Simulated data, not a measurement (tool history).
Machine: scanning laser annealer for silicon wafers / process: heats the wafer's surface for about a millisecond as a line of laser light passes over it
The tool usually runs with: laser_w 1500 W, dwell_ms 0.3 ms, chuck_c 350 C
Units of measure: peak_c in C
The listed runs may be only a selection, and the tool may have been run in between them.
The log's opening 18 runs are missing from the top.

run	hour	laser_w	dwell_ms	chuck_c	peak_c
19	451.6	1500	0.307	350	1194
20	482.1	1500	0.307	342	1183
21	515.7	1500	0.307	342	1186
22	546.6	1500	0.307	342	1185
23	566.8	1500	0.307	342	1184
24	586.5	1317	0.212	352	949
25	604.5	1333	0.265	325	1009
26	627.1	1481	0.265	377	1137
27	649.5	1368	0.227	337	975
28	673.8	1368	0.227	337	980
29	693.2	1368	0.247	337	1008
30	715.7	1368	0.344	337	1144
31	735.5	1602	0.273	355	1190
32	771.4	1602	0.273	355	1191
33	794	1500	0.247	380	1117
34	819.4	1449	0.259	350	1079
35	834.8	1449	0.259	350	1078
36	850.8	1569	0.33	324	1233
37	886.3	1452	0.3	350	1139
38	905.3	1452	0.3	350	1139
# hour 922.8: window over the wafer cleaned
39	941.2	1452	0.3	323	1124
40	972.2	1336	0.374	337	1166
41	1005.4	1305	0.3	379	1092

Alternative continuations, all from the tool just after run 41; predict every row:
A	1028.4	1500	0.3	366	?
B	1028.4	1303	0.319	350	?
C	1028.4	1282	0.284	350	?

run	peak_c
A	1185
B	1086
C	1031
Without the tool's unlogged condition, the same runs would have read:
run	peak_c
A	1201
B	1100
C	1044
